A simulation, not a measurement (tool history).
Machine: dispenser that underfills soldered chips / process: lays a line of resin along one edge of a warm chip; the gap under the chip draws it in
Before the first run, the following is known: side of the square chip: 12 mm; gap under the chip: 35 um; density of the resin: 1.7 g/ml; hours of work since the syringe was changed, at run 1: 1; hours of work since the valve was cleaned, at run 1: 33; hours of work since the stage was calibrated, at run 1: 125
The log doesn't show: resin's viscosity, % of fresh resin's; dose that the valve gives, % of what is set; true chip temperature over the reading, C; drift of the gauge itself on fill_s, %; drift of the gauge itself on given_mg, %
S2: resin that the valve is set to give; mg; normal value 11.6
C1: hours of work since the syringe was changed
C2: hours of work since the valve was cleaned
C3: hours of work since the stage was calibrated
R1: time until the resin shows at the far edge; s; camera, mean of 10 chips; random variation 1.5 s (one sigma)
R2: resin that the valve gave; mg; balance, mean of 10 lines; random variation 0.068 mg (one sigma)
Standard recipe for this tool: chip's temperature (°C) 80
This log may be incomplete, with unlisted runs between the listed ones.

run 1 hour=0.0 | chip's_temperature_(°C)=80 S2=11.6 | C1=1 C2=33 C3=125 | R1=152.6 R2=11.34
run 2 hour=5.8 | chip's_temperature_(°C)=80 S2=11.6 | C1=4 C2=37 C3=128 | R1=179.4 R2=11.36
run 3 hour=12.0 | chip's_temperature_(°C)=80 S2=11.6 | C1=8 C2=41 C3=132 | R1=213.7 R2=11.32
-- hour=16.3 new syringe of resin
run 4 hour=17.0 | chip's_temperature_(°C)=80 S2=11.0 | C1=1 C2=44 C3=136 | R1=153.0 R2=10.61
run 5 hour=22.1 | chip's_temperature_(°C)=80 S2=11.0 | C1=4 C2=47 C3=139 | R1=177.7 R2=10.68
run 6 hour=25.5 | chip's_temperature_(°C)=80 S2=11.0 | C1=6 C2=49 C3=141 | R1=195.2 R2=10.71
run 7 hour=28.4 | chip's_temperature_(°C)=80 S2=11.0 | C1=8 C2=51 C3=143 | R1=215.2 R2=10.72
-- hour=33.4 new syringe of resin
run 8 hour=34.6 | chip's_temperature_(°C)=80 S2=11.0 | C1=1 C2=55 C3=147 | R1=155.4 R2=10.55
run 9 hour=37.4 | chip's_temperature_(°C)=80 S2=11.0 | C1=3 C2=57 C3=149 | R1=170.3 R2=10.56
run 10 hour=43.1 | chip's_temperature_(°C)=77 S2=11.8 | C1=6 C2=61 C3=152 | R1=230.0 R2=11.30
run 11 hour=45.6 | chip's_temperature_(°C)=90 S2=11.9 | C1=8 C2=62 C3=154 | R1=128.8 R2=11.53
-- hour=50.4 new syringe of resin
run 12 hour=50.7 | chip's_temperature_(°C)=90 S2=15.0 | C1=0 C2=66 C3=157 | R1=87.4 R2=14.58
run 13 hour=56.7 | chip's_temperature_(°C)=90 S2=15.0 | C1=4 C2=69 C3=161 | R1=103.2 R2=14.40
run 14 hour=62.3 | chip's_temperature_(°C)=87 S2=15.0 | C1=8 C2=73 C3=165 | R1=142.7 R2=14.32
-- hour=67.3 new syringe of resin
run 15 hour=67.9 | chip's_temperature_(°C)=85 S2=14.2 | C1=0 C2=77 C3=168 | R1=113.3 R2=13.49
run 16 hour=70.5 | chip's_temperature_(°C)=85 S2=14.2 | C1=2 C2=78 C3=170 | R1=122.1 R2=13.48

Some steps in R1, run to run, broken into two amounts with sign: the step expected even without the hidden condition (settings, incoming material, random variation), and the rest, left for the hidden condition together with whatever gauge scatter is not in both the measured and the hidden-condition-free result:
Run 3 -> 4: S2 11.6 -> 11.0, new syringe of resin. R1 -60.7 s: hidden state -61.5, all else +0.8.
Run 10 -> 11: chip's temperature (°C) 77 -> 90, S2 11.8 -> 11.9. R1 -101.2 s: hidden state -21.3, all else -79.9.

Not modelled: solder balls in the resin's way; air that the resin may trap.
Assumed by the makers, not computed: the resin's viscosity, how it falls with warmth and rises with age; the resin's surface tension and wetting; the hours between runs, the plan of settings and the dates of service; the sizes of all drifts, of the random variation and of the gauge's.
